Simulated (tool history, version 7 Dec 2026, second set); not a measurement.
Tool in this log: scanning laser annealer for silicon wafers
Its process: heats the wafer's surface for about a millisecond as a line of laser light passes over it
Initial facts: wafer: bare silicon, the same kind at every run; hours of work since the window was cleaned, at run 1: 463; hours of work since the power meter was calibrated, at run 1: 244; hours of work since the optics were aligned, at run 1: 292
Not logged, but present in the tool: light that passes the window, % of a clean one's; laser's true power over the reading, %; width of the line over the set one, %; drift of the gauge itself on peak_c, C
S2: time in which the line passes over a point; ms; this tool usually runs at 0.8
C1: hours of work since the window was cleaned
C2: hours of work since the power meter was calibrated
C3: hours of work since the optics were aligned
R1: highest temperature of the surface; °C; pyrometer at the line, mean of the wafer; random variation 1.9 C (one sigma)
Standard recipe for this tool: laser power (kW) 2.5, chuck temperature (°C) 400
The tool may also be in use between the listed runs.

run 1 day=0 | laser_power_(kW)=2.5 S2=0.8 chuck_temperature_(°C)=400 | C1=463 C2=244 C3=292 | R1=1205
run 2 day=0.767 | laser_power_(kW)=2.5 S2=0.8 chuck_temperature_(°C)=400 | C1=471 C2=251 C3=300 | R1=1202
run 3 day=2.008 | laser_power_(kW)=2.5 S2=0.8 chuck_temperature_(°C)=400 | C1=483 C2=264 C3=312 | R1=1200
run 4 day=3.333 | laser_power_(kW)=2.5 S2=0.8 chuck_temperature_(°C)=400 | C1=497 C2=277 C3=326 | R1=1200
run 5 day=4.738 | laser_power_(kW)=2.5 S2=0.8 chuck_temperature_(°C)=400 | C1=511 C2=291 C3=340 | R1=1197
run 6 day=6.271 | laser_power_(kW)=2.5 S2=0.8 chuck_temperature_(°C)=400 | C1=526 C2=306 C3=355 | R1=1196
run 7 day=8.05 | laser_power_(kW)=2.5 S2=0.8 chuck_temperature_(°C)=400 | C1=544 C2=324 C3=373 | R1=1195
run 8 day=9.725 | laser_power_(kW)=2.5 S2=0.8 chuck_temperature_(°C)=400 | C1=560 C2=341 C3=390 | R1=1198
run 9 day=10.517 | laser_power_(kW)=2.5 S2=0.8 chuck_temperature_(°C)=400 | C1=568 C2=349 C3=397 | R1=1197
run 10 day=11.429 | laser_power_(kW)=2.5 S2=0.993 chuck_temperature_(°C)=400 | C1=578 C2=358 C3=407 | R1=1288
run 11 day=13.254 | laser_power_(kW)=2.5 S2=0.993 chuck_temperature_(°C)=400 | C1=596 C2=376 C3=425 | R1=1287
run 12 day=14.025 | laser_power_(kW)=2.5 S2=0.993 chuck_temperature_(°C)=400 | C1=603 C2=384 C3=433 | R1=1291
run 13 day=15.458 | laser_power_(kW)=2.5 S2=0.993 chuck_temperature_(°C)=400 | C1=618 C2=398 C3=447 | R1=1287
-- day=16.662 window over the wafer cleaned
run 14 day=16.954 | laser_power_(kW)=2.5 S2=0.706 chuck_temperature_(°C)=368 | C1=3 C2=412 C3=461 | R1=1140
run 15 day=18.321 | laser_power_(kW)=2.148 S2=0.792 chuck_temperature_(°C)=368 | C1=17 C2=426 C3=475 | R1=1040
run 16 day=19.842 | laser_power_(kW)=2.148 S2=0.792 chuck_temperature_(°C)=368 | C1=32 C2=441 C3=490 | R1=1037
run 17 day=20.867 | laser_power_(kW)=2.349 S2=0.56 chuck_temperature_(°C)=368 | C1=42 C2=451 C3=500 | R1=994
run 18 day=21.783 | laser_power_(kW)=2.349 S2=0.56 chuck_temperature_(°C)=368 | C1=51 C2=461 C3=509 | R1=993
-- day=22.042 laser's power meter calibrated
run 19 day=23.354 | laser_power_(kW)=2.218 S2=0.701 chuck_temperature_(°C)=396 | C1=66 C2=13 C3=524 | R1=1048
run 20 day=24.671 | laser_power_(kW)=2.5 S2=0.587 chuck_temperature_(°C)=417 | C1=79 C2=26 C3=537 | R1=1119
run 21 day=25.633 | laser_power_(kW)=2.337 S2=0.952 chuck_temperature_(°C)=385 | C1=88 C2=36 C3=547 | R1=1206
run 22 day=26.546 | laser_power_(kW)=2.675 S2=0.9 chuck_temperature_(°C)=385 | C1=98 C2=45 C3=556 | R1=1337
run 23 day=27.546 | laser_power_(kW)=2.675 S2=0.9 chuck_temperature_(°C)=385 | C1=108 C2=55 C3=566 | R1=1340
-- day=29.417 laser's power meter calibrated, once more
run 24 day=29.417 | laser_power_(kW)=2.675 S2=0.9 chuck_temperature_(°C)=385 | C1=125 C2=0 C3=583 | R1=1329
run 25 day=31.075 | laser_power_(kW)=2.585 S2=0.871 chuck_temperature_(°C)=417 | C1=142 C2=17 C3=600 | R1=1306
run 26 day=32.825 | laser_power_(kW)=2.585 S2=0.692 chuck_temperature_(°C)=417 | C1=159 C2=34 C3=617 | R1=1199

5 ways to go on from here, each from the tool as it stands after run 26. What would each give?
run A day=34.458 | laser_power_(kW)=2.585 S2=0.771 chuck_temperature_(°C)=417 | C1=175 C2=50 C3=634 | R1=?
run B day=34.458 | laser_power_(kW)=2.282 S2=0.904 chuck_temperature_(°C)=392 | C1=175 C2=50 C3=634 | R1=?
run C day=34.458 | laser_power_(kW)=2.659 S2=0.584 chuck_temperature_(°C)=438 | C1=175 C2=50 C3=634 | R1=?
run D day=34.458 | laser_power_(kW)=2.305 S2=0.935 chuck_temperature_(°C)=385 | C1=175 C2=50 C3=634 | R1=?
run E day=34.458 | laser_power_(kW)=2.579 S2=0.644 chuck_temperature_(°C)=384 | C1=175 C2=50 C3=634 | R1=?

run=A R1=1250
run=B R1=1158
run=C R1=1182
run=D R1=1174
run=E R1=1138
The same runs, with their run-to-run variation unchanged, on a tool lacking any hidden condition would have given:
run=A R1=1271
run=B R1=1177
run=C R1=1201
run=D R1=1194
run=E R1=1157

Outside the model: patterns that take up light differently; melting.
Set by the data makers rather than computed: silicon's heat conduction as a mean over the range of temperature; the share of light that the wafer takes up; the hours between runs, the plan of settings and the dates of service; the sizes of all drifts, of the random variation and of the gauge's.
